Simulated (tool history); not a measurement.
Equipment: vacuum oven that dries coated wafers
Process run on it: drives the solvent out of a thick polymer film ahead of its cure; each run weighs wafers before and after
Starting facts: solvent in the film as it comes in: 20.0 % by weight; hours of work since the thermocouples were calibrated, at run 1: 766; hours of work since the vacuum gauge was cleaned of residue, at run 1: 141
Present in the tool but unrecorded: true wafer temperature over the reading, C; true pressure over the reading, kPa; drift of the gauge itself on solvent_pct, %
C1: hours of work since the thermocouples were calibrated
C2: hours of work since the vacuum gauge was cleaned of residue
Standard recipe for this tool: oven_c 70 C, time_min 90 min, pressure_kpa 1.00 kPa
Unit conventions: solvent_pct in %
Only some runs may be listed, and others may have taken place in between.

Run 1, day 0.000: usual settings; C1 766; C2 141. Result: solvent_pct 1.95 %.
Run 2, day 0.546: usual settings; C1 772; C2 146. Result: solvent_pct 2.03 %.
Run 3, day 1.667: usual settings; C1 783; C2 158. Result: solvent_pct 1.88 %.
Run 4, day 2.296: usual settings; C1 789; C2 164. Result: solvent_pct 1.95 %.
Run 5, day 3.238: usual settings; C1 799; C2 173. Result: solvent_pct 1.91 %.
Run 6, day 3.821: usual settings; C1 805; C2 179. Result: solvent_pct 1.87 %.
Run 7, day 4.588: usual settings; C1 812; C2 187. Result: solvent_pct 1.97 %.
Run 8, day 5.417: usual settings; C1 821; C2 195. Result: solvent_pct 2.03 %.
Run 9, day 6.067: usual settings; C1 827; C2 202. Result: solvent_pct 2.03 %.
Run 10, day 7.088: usual settings; C1 837; C2 212. Result: solvent_pct 2.00 %.
Run 11, day 8.221: usual settings; C1 849; C2 223. Result: solvent_pct 2.03 %.
Run 12, day 8.892: usual settings; C1 856; C2 230. Result: solvent_pct 2.04 %.
Run 13, day 9.429: usual settings but oven_c 74 C, pressure_kpa 1.62 kPa; C1 861; C2 236. Result: solvent_pct 1.60 %.
Run 14, day 9.917: usual settings but oven_c 68 C, pressure_kpa 0.63 kPa; C1 866; C2 241. Result: solvent_pct 2.32 %.
Run 15, day 10.712: usual settings but oven_c 62 C, pressure_kpa 1.61 kPa; C1 874; C2 249. Result: solvent_pct 3.92 %.
Run 16, day 11.321: usual settings but oven_c 62 C, pressure_kpa 1.61 kPa; C1 880; C2 255. Result: solvent_pct 4.09 %.
Run 17, day 12.338: usual settings but oven_c 62 C, pressure_kpa 1.61 kPa; C1 890; C2 265. Result: solvent_pct 3.93 %.
Run 18, day 13.404: usual settings but oven_c 62 C, pressure_kpa 1.61 kPa; C1 901; C2 276. Result: solvent_pct 4.12 %.
Run 19, day 13.900: usual settings but oven_c 62 C, pressure_kpa 1.61 kPa; C1 906; C2 281. Result: solvent_pct 4.00 %.
Run 20, day 14.404: usual settings but oven_c 62 C, pressure_kpa 1.61 kPa; C1 911; C2 286. Result: solvent_pct 4.12 %.
Run 21, day 15.112: usual settings but oven_c 79 C, time_min 118 min, pressure_kpa 1.08 kPa; C1 918; C2 293. Result: solvent_pct 0.63 %.
Run 22, day 15.846: usual settings but time_min 100 min, pressure_kpa 0.50 kPa; C1 925; C2 300. Result: solvent_pct 1.44 %.

5 options for the next run, each taken on its own from the tool as it stands now. Forecast them:
Run A, day 16.979: usual settings but oven_c 78 C, time_min 64 min; C1 937; C2 311. Result: solvent_pct ?.
Run B, day 16.979: usual settings but time_min 100 min, pressure_kpa 0.81 kPa; C1 937; C2 311. Result: solvent_pct ?.
Run C, day 16.979: usual settings but time_min 100 min, pressure_kpa 1.23 kPa; C1 937; C2 311. Result: solvent_pct ?.
Run D, day 16.979: usual settings but oven_c 64 C, time_min 73 min, pressure_kpa 0.74 kPa; C1 937; C2 311. Result: solvent_pct ?.
Run E, day 16.979: usual settings but time_min 100 min, pressure_kpa 0.51 kPa; C1 937; C2 311. Result: solvent_pct ?.

run  solvent_pct
  A         1.87
  B         1.58
  C         1.76
  D         4.17
  E         1.46
Without the tool's unlogged condition, the same runs would have read:
run  solvent_pct
  A         1.48
  B         1.21
  C         1.38
  D         3.52
  E         1.10
